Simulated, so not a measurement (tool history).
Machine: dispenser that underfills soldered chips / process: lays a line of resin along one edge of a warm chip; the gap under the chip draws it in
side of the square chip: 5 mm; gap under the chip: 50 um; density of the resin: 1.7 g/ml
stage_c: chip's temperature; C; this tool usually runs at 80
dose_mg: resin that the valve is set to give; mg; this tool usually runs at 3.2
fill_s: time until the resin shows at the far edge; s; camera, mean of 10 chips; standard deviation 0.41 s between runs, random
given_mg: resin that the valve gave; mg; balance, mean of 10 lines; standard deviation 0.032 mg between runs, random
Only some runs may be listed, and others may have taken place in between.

run,hour,stage_c,dose_mg,fill_s,given_mg
1,0,80,3.2,52.8,3.04
# hour 2.3: new syringe of resin
2,4,80,3.2,33.8,3.03
3,8.5,70,3.2,75.1,3.06
# hour 14.2: new syringe of resin
4,16.7,91,3.2,20.2,3.05
5,24.1,80,3.2,51.8,3.02
# hour 25.7: new syringe of resin
6,30.5,80,3.2,40.2,3.04
7,34.6,82,3.2,45.8,3
# hour 37.7: new syringe of resin
8,39.5,82,4.13,29.4,3.91
9,43,80,3.11,41.4,2.94
# hour 49.1: new syringe of resin
10,49.3,80,3.11,30.6,2.96
11,54.5,80,3.24,41.7,3.05
# hour 60.6: new syringe of resin
12,61.9,80,3.24,31.7,3.01
13,69.6,91,3.2,29.7,3.03
# hour 72.2: new syringe of resin
14,76.7,91,3.2,22.8,2.96
15,81.1,91,3.2,29.2,2.97
# hour 83.9: new syringe of resin
16,87.4,88,3.2,25,2.97
# hour 89.1: dispensing valve cleaned and set on the balance
17,94.3,65,3.2,115.4,3.14
# hour 96.3: new syringe of resin
18,99.1,82,3.2,32.1,3.16
19,102.9,84,2.81,36.8,2.78
# hour 108: new syringe of resin
20,109.9,80,4.11,32.4,4.04
21,114.4,80,2.84,44.5,2.81
22,118.7,67,3.79,109.3,3.72
# hour 119.8: new syringe of resin
23,127.2,67,3.79,90.5,3.69
# hour 131.7: new syringe of resin
24,131.7,91,2.76,17.6,2.67
25,139.2,80,4.15,45.6,4
# hour 143.4: new syringe of resin
26,147.4,80,4.15,37.3,3.99
# hour 155: new syringe of resin
27,155.7,72,2.71,49.9,2.62
28,160.4,72,2.71,66.8,2.67
29,165.2,85,3.03,43.6,2.84
# hour 166.5: new syringe of resin
30,173.3,74,3.82,60.7,3.65
# hour 177.9: new syringe of resin
31,180.2,90,2.88,22.1,2.75
32,187.5,90,3.01,33.2,2.89
# hour 189.4: new syringe of resin
33,192.7,90,3.01,23.4,2.89

5 ways to go on from here, each from the tool as it stands after run 33. What would each give?
A,196.7,82,4.09,?,?
B,196.7,90,3.55,?,?
C,196.7,81,2.87,?,?
D,196.7,87,3.34,?,?
E,196.7,94,2.84,?,?

run,fill_s,given_mg
A,42.7,3.84
B,28.8,3.4
C,47.2,2.72
D,34.5,3.13
E,24.7,2.66
Had the tool no hidden state, the same runs would have come out as:
run,fill_s,given_mg
A,25.5,4.07
B,17.1,3.6
C,27.9,2.88
D,20.7,3.32
E,14.7,2.83
